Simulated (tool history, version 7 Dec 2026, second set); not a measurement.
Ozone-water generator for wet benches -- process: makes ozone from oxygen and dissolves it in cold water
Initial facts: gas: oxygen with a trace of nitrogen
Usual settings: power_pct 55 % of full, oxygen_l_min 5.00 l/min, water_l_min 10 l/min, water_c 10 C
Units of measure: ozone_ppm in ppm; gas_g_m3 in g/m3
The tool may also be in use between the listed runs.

Run 1, hour 0.0: usual settings. Result: ozone_ppm 19.0 ppm, gas_g_m3 136.0 g/m3.
Run 2, hour 96.1: usual settings. Result: ozone_ppm 18.8 ppm, gas_g_m3 136.4 g/m3.
Run 3, hour 223.7: usual settings. Result: ozone_ppm 19.1 ppm, gas_g_m3 137.0 g/m3.
Run 4, hour 402.8: usual settings. Result: ozone_ppm 18.9 ppm, gas_g_m3 135.2 g/m3.
Run 5, hour 510.3: usual settings. Result: ozone_ppm 19.1 ppm, gas_g_m3 137.4 g/m3.
Run 6, hour 708.2: usual settings but power_pct 46 % of full. Result: ozone_ppm 16.4 ppm, gas_g_m3 116.9 g/m3.
Run 7, hour 900.3: usual settings but power_pct 46 % of full. Result: ozone_ppm 16.5 ppm, gas_g_m3 118.1 g/m3.
Run 8, hour 1013.6: usual settings but power_pct 46 % of full. Result: ozone_ppm 16.4 ppm, gas_g_m3 117.9 g/m3.
Run 9, hour 1139.9: usual settings but power_pct 46 % of full. Result: ozone_ppm 16.5 ppm, gas_g_m3 118.8 g/m3.
Run 10, hour 1254.5: usual settings but power_pct 46 % of full, water_c 11 C. Result: ozone_ppm 15.9 ppm, gas_g_m3 118.7 g/m3.
Run 11, hour 1429.9: usual settings. Result: ozone_ppm 18.9 ppm, gas_g_m3 137.2 g/m3.
Run 12, hour 1524.1: usual settings. Result: ozone_ppm 18.7 ppm, gas_g_m3 137.5 g/m3.
Run 13, hour 1616.8: usual settings but water_l_min 11 l/min. Result: ozone_ppm 17.8 ppm, gas_g_m3 136.6 g/m3.
Run 14, hour 1741.0: usual settings but water_l_min 11 l/min. Result: ozone_ppm 17.5 ppm, gas_g_m3 136.3 g/m3.
Run 15, hour 1851.0: usual settings but water_l_min 11 l/min. Result: ozone_ppm 17.5 ppm, gas_g_m3 134.6 g/m3.
Run 16, hour 1943.6: usual settings but power_pct 46 % of full. Result: ozone_ppm 16.5 ppm, gas_g_m3 117.7 g/m3.
At hour 2103.5: contactor cleaned.
At hour 2134.1: water thermometer calibrated.
Run 17, hour 2134.1: usual settings but power_pct 46 % of full. Result: ozone_ppm 16.4 ppm, gas_g_m3 118.6 g/m3.
Run 18, hour 2342.7: usual settings but power_pct 47 % of full, oxygen_l_min 2.61 l/min, water_l_min 13 l/min, water_c 7 C. Result: ozone_ppm 13.7 ppm, gas_g_m3 174.4 g/m3.
Run 19, hour 2514.6: usual settings but power_pct 45 % of full, water_l_min 9 l/min, water_c 13 C. Result: ozone_ppm 16.5 ppm, gas_g_m3 115.4 g/m3.
Run 20, hour 2615.2: usual settings but power_pct 42 % of full, water_c 8 C. Result: ozone_ppm 15.8 ppm, gas_g_m3 109.6 g/m3.
Run 21, hour 2749.3: usual settings but power_pct 42 % of full, water_c 8 C. Result: ozone_ppm 15.6 ppm, gas_g_m3 109.2 g/m3.
Run 22, hour 2867.3: usual settings but water_c 8 C. Result: ozone_ppm 19.5 ppm, gas_g_m3 137.1 g/m3.
Run 23, hour 3045.3: usual settings but power_pct 86 % of full, oxygen_l_min 3.18 l/min. Result: ozone_ppm 28.0 ppm, gas_g_m3 255.7 g/m3.
Run 24, hour 3237.7: usual settings but power_pct 43 % of full, oxygen_l_min 4.32 l/min, water_c 9 C. Result: ozone_ppm 16.1 ppm, gas_g_m3 121.6 g/m3.
Run 25, hour 3399.1: usual settings but oxygen_l_min 5.33 l/min, water_l_min 12 l/min, water_c 12 C. Result: ozone_ppm 15.8 ppm, gas_g_m3 130.5 g/m3.
Run 26, hour 3541.2: usual settings but water_l_min 11 l/min, water_c 14 C. Result: ozone_ppm 16.4 ppm, gas_g_m3 136.6 g/m3.
Run 27, hour 3653.2: usual settings but water_l_min 11 l/min, water_c 14 C. Result: ozone_ppm 16.4 ppm, gas_g_m3 135.8 g/m3.
Run 28, hour 3749.8: usual settings but power_pct 51 % of full, oxygen_l_min 8.72 l/min. Result: ozone_ppm 16.2 ppm, gas_g_m3 93.8 g/m3.
Run 29, hour 3917.6: usual settings but power_pct 51 % of full, oxygen_l_min 8.72 l/min. Result: ozone_ppm 16.4 ppm, gas_g_m3 94.0 g/m3.
Run 30, hour 4053.7: usual settings but power_pct 71 % of full, oxygen_l_min 2.66 l/min. Result: ozone_ppm 23.8 ppm, gas_g_m3 239.6 g/m3.
Run 31, hour 4195.4: usual settings but water_l_min 7 l/min. Result: ozone_ppm 24.4 ppm, gas_g_m3 136.2 g/m3.
Run 32, hour 4354.0: usual settings but water_l_min 7 l/min. Result: ozone_ppm 24.4 ppm, gas_g_m3 136.5 g/m3.

5 ways to go on from here, each from the tool as it stands after run 32. What would each give?
Run A, hour 4565.0: usual settings but power_pct 66 % of full, water_l_min 7 l/min. Result: ozone_ppm ?, gas_g_m3 ?.
Run B, hour 4565.0: usual settings but oxygen_l_min 8.81 l/min, water_l_min 7 l/min. Result: ozone_ppm ?, gas_g_m3 ?.
Run C, hour 4565.0: usual settings but oxygen_l_min 8.45 l/min. Result: ozone_ppm ?, gas_g_m3 ?.
Run D, hour 4565.0: usual settings but power_pct 53 % of full. Result: ozone_ppm ?, gas_g_m3 ?.
Run E, hour 4565.0: usual settings but power_pct 77 % of full, oxygen_l_min 6.10 l/min, water_l_min 7 l/min. Result: ozone_ppm ?, gas_g_m3 ?.

run  ozone_ppm  gas_g_m3
  A       28.0     158.7
  B       20.7      98.9
  C       17.3     101.5
  D       18.6     131.7
  E       30.7     159.5
The same runs, with their run-to-run variation unchanged, on a tool lacking any hidden condition would have given:
run  ozone_ppm  gas_g_m3
  A       28.1     159.2
  B       20.8      99.1
  C       17.3     101.8
  D       18.7     132.0
  E       30.8     160.0

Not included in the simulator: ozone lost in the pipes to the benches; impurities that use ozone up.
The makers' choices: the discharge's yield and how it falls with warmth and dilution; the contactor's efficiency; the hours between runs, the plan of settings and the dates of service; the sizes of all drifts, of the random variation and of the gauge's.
